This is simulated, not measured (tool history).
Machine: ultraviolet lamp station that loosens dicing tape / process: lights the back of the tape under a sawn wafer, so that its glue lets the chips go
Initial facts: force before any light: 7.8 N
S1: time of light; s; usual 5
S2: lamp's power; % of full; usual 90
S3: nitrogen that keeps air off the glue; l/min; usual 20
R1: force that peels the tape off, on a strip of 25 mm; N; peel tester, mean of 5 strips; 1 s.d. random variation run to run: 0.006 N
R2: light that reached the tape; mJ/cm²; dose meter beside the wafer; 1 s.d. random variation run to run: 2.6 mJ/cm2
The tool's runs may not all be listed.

run	hour	S1	S2	S3	R1	R2
1	0.0	5	90	20	0.532	203
# hour 21.5: window cleaned of glue's vapour
2	24.6	5	90	26	0.292	237
3	66.7	5	90	26	0.314	233
4	104.3	3	90	20	1.214	134
5	129.1	3	90	20	1.231	131
6	176.5	3	90	20	1.306	130
7	200.5	4	90	13	1.054	168
8	238.0	3	75	8	2.862	102
9	280.7	5	90	8	1.076	205
10	321.8	3	90	20	1.494	116
11	359.3	2	78	20	3.127	65
12	385.4	6	73	20	0.653	188

Alternative continuations, all from the tool just after run 12; predict every row:
A	432.7	7	73	10	?	?
B	432.7	3	68	15	?	?
C	432.7	4	73	20	?	?
D	432.7	5	72	15	?	?

run	R1	R2
A	0.805	209
B	2.709	85
C	1.515	122
D	1.252	149
With the hidden condition removed and each run's random variation left untouched, the same runs would have given:
run	R1	R2
A	0.199	371
B	1.221	150
C	0.468	215
D	0.357	264
